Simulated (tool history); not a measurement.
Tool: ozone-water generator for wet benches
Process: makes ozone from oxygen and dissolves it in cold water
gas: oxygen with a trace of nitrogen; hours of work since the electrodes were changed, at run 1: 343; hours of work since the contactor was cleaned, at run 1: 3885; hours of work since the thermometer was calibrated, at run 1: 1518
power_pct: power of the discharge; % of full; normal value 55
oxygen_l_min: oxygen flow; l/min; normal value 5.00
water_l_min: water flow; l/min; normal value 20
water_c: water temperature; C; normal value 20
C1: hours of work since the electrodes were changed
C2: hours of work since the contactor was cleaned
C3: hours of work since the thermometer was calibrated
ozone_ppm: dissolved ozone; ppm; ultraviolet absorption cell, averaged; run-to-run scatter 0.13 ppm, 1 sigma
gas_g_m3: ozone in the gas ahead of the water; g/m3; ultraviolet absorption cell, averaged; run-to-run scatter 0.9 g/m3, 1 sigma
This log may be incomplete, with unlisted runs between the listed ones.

{"run": 1, "day": 0.0, "power_pct": 55, "oxygen_l_min": 5.0, "water_l_min": 20, "water_c": 20, "C1": 343, "C2": 3885, "C3": 1518, "ozone_ppm": 12.6, "gas_g_m3": 145.6}
{"run": 2, "day": 0.858, "power_pct": 55, "oxygen_l_min": 5.0, "water_l_min": 20, "water_c": 20, "C1": 361, "C2": 3903, "C3": 1536, "ozone_ppm": 12.3, "gas_g_m3": 146.6}
{"run": 3, "day": 2.025, "power_pct": 55, "oxygen_l_min": 5.0, "water_l_min": 20, "water_c": 23, "C1": 386, "C2": 3927, "C3": 1560, "ozone_ppm": 11.9, "gas_g_m3": 146.1}
{"run": 4, "day": 3.338, "power_pct": 49, "oxygen_l_min": 5.0, "water_l_min": 20, "water_c": 20, "C1": 413, "C2": 3954, "C3": 1587, "ozone_ppm": 11.7, "gas_g_m3": 139.1}
{"run": 5, "day": 3.896, "power_pct": 55, "oxygen_l_min": 5.0, "water_l_min": 20, "water_c": 20, "C1": 425, "C2": 3966, "C3": 1599, "ozone_ppm": 12.4, "gas_g_m3": 146.5}
{"run": 6, "day": 4.825, "power_pct": 55, "oxygen_l_min": 5.0, "water_l_min": 20, "water_c": 20, "C1": 444, "C2": 3985, "C3": 1618, "ozone_ppm": 12.6, "gas_g_m3": 145.1}
{"run": 7, "day": 5.967, "power_pct": 55, "oxygen_l_min": 5.0, "water_l_min": 20, "water_c": 20, "C1": 468, "C2": 4009, "C3": 1642, "ozone_ppm": 12.4, "gas_g_m3": 145.0}
{"run": 8, "day": 6.846, "power_pct": 55, "oxygen_l_min": 5.0, "water_l_min": 20, "water_c": 20, "C1": 486, "C2": 4028, "C3": 1661, "ozone_ppm": 12.5, "gas_g_m3": 146.4}
{"run": 9, "day": 7.642, "power_pct": 55, "oxygen_l_min": 5.0, "water_l_min": 20, "water_c": 20, "C1": 503, "C2": 4044, "C3": 1677, "ozone_ppm": 12.5, "gas_g_m3": 146.2}
{"run": 10, "day": 8.304, "power_pct": 55, "oxygen_l_min": 5.0, "water_l_min": 20, "water_c": 20, "C1": 517, "C2": 4058, "C3": 1691, "ozone_ppm": 12.3, "gas_g_m3": 145.8}
{"run": 11, "day": 9.325, "power_pct": 55, "oxygen_l_min": 5.0, "water_l_min": 20, "water_c": 20, "C1": 538, "C2": 4079, "C3": 1712, "ozone_ppm": 12.5, "gas_g_m3": 146.2}
{"run": 12, "day": 10.392, "power_pct": 82, "oxygen_l_min": 5.0, "water_l_min": 20, "water_c": 20, "C1": 560, "C2": 4102, "C3": 1735, "ozone_ppm": 15.4, "gas_g_m3": 180.1}
{"run": 13, "day": 11.246, "power_pct": 82, "oxygen_l_min": 5.0, "water_l_min": 20, "water_c": 20, "C1": 578, "C2": 4119, "C3": 1752, "ozone_ppm": 15.1, "gas_g_m3": 179.3}
{"run": 14, "day": 11.921, "power_pct": 55, "oxygen_l_min": 5.0, "water_l_min": 20, "water_c": 20, "C1": 592, "C2": 4133, "C3": 1767, "ozone_ppm": 12.3, "gas_g_m3": 145.0}
{"run": 15, "day": 12.804, "power_pct": 55, "oxygen_l_min": 5.0, "water_l_min": 20, "water_c": 20, "C1": 611, "C2": 4152, "C3": 1785, "ozone_ppm": 12.1, "gas_g_m3": 144.2}
{"run": 16, "day": 13.45, "power_pct": 55, "oxygen_l_min": 8.84, "water_l_min": 20, "water_c": 20, "C1": 624, "C2": 4165, "C3": 1799, "ozone_ppm": 12.5, "gas_g_m3": 113.3}
{"run": 17, "day": 14.483, "power_pct": 55, "oxygen_l_min": 4.9, "water_l_min": 19, "water_c": 16, "C1": 646, "C2": 4187, "C3": 1820, "ozone_ppm": 13.5, "gas_g_m3": 145.6}
{"run": 18, "day": 15.621, "power_pct": 55, "oxygen_l_min": 4.9, "water_l_min": 19, "water_c": 16, "C1": 669, "C2": 4211, "C3": 1844, "ozone_ppm": 13.3, "gas_g_m3": 146.9}
{"run": 19, "day": 16.621, "power_pct": 42, "oxygen_l_min": 8.91, "water_l_min": 14, "water_c": 20, "C1": 690, "C2": 4232, "C3": 1865, "ozone_ppm": 13.4, "gas_g_m3": 96.4}
{"run": 20, "day": 17.229, "power_pct": 55, "oxygen_l_min": 5.0, "water_l_min": 20, "water_c": 18, "C1": 703, "C2": 4244, "C3": 1877, "ozone_ppm": 12.6, "gas_g_m3": 143.7}
{"run": 21, "day": 18.171, "power_pct": 66, "oxygen_l_min": 2.73, "water_l_min": 20, "water_c": 20, "C1": 722, "C2": 4264, "C3": 1897, "ozone_ppm": 12.1, "gas_g_m3": 206.3}
{"run": 22, "day": 19.246, "power_pct": 66, "oxygen_l_min": 2.73, "water_l_min": 20, "water_c": 20, "C1": 745, "C2": 4286, "C3": 1919, "ozone_ppm": 12.1, "gas_g_m3": 210.2}
{"run": 23, "day": 20.196, "power_pct": 42, "oxygen_l_min": 5.0, "water_l_min": 20, "water_c": 14, "C1": 765, "C2": 4306, "C3": 1939, "ozone_ppm": 11.5, "gas_g_m3": 123.7}
{"run": 24, "day": 20.992, "power_pct": 55, "oxygen_l_min": 5.16, "water_l_min": 20, "water_c": 22, "C1": 781, "C2": 4323, "C3": 1956, "ozone_ppm": 11.8, "gas_g_m3": 143.7}
{"day": 21.542, "done": "contactor cleaned"}
{"run": 25, "day": 21.983, "power_pct": 55, "oxygen_l_min": 5.16, "water_l_min": 20, "water_c": 22, "C1": 799, "C2": 9, "C3": 1973, "ozone_ppm": 12.9, "gas_g_m3": 144.0}
{"run": 26, "day": 22.9, "power_pct": 51, "oxygen_l_min": 3.09, "water_l_min": 20, "water_c": 16, "C1": 818, "C2": 28, "C3": 1992, "ozone_ppm": 12.1, "gas_g_m3": 170.0}
{"run": 27, "day": 23.912, "power_pct": 55, "oxygen_l_min": 5.0, "water_l_min": 31, "water_c": 20, "C1": 839, "C2": 49, "C3": 2013, "ozone_ppm": 9.2, "gas_g_m3": 144.3}
{"run": 28, "day": 24.708, "power_pct": 55, "oxygen_l_min": 5.0, "water_l_min": 31, "water_c": 20, "C1": 856, "C2": 66, "C3": 2030, "ozone_ppm": 9.3, "gas_g_m3": 144.1}

Below are 4 alternative next runs, each starting from the tool's condition after run 28. Predict each:
{"run": "A", "day": 25.425, "power_pct": 55, "oxygen_l_min": 3.13, "water_l_min": 18, "water_c": 18, "C1": 870, "C2": 81, "C3": 2045, "ozone_ppm": "?", "gas_g_m3": "?"}
{"run": "B", "day": 25.425, "power_pct": 57, "oxygen_l_min": 5.0, "water_l_min": 31, "water_c": 20, "C1": 870, "C2": 81, "C3": 2045, "ozone_ppm": "?", "gas_g_m3": "?"}
{"run": "C", "day": 25.425, "power_pct": 43, "oxygen_l_min": 6.28, "water_l_min": 20, "water_c": 12, "C1": 870, "C2": 81, "C3": 2045, "ozone_ppm": "?", "gas_g_m3": "?"}
{"run": "D", "day": 25.425, "power_pct": 55, "oxygen_l_min": 5.0, "water_l_min": 31, "water_c": 22, "C1": 870, "C2": 81, "C3": 2045, "ozone_ppm": "?", "gas_g_m3": "?"}

run=A ozone_ppm=13.8 gas_g_m3=177.2
run=B ozone_ppm=9.5 gas_g_m3=145.9
run=C ozone_ppm=13.4 gas_g_m3=115.3
run=D ozone_ppm=8.9 gas_g_m3=145.0
What these runs would have given with no unlogged condition in the tool:
run=A ozone_ppm=14.3 gas_g_m3=183.0
run=B ozone_ppm=9.8 gas_g_m3=150.8
run=C ozone_ppm=13.9 gas_g_m3=118.5
run=D ozone_ppm=9.2 gas_g_m3=149.7
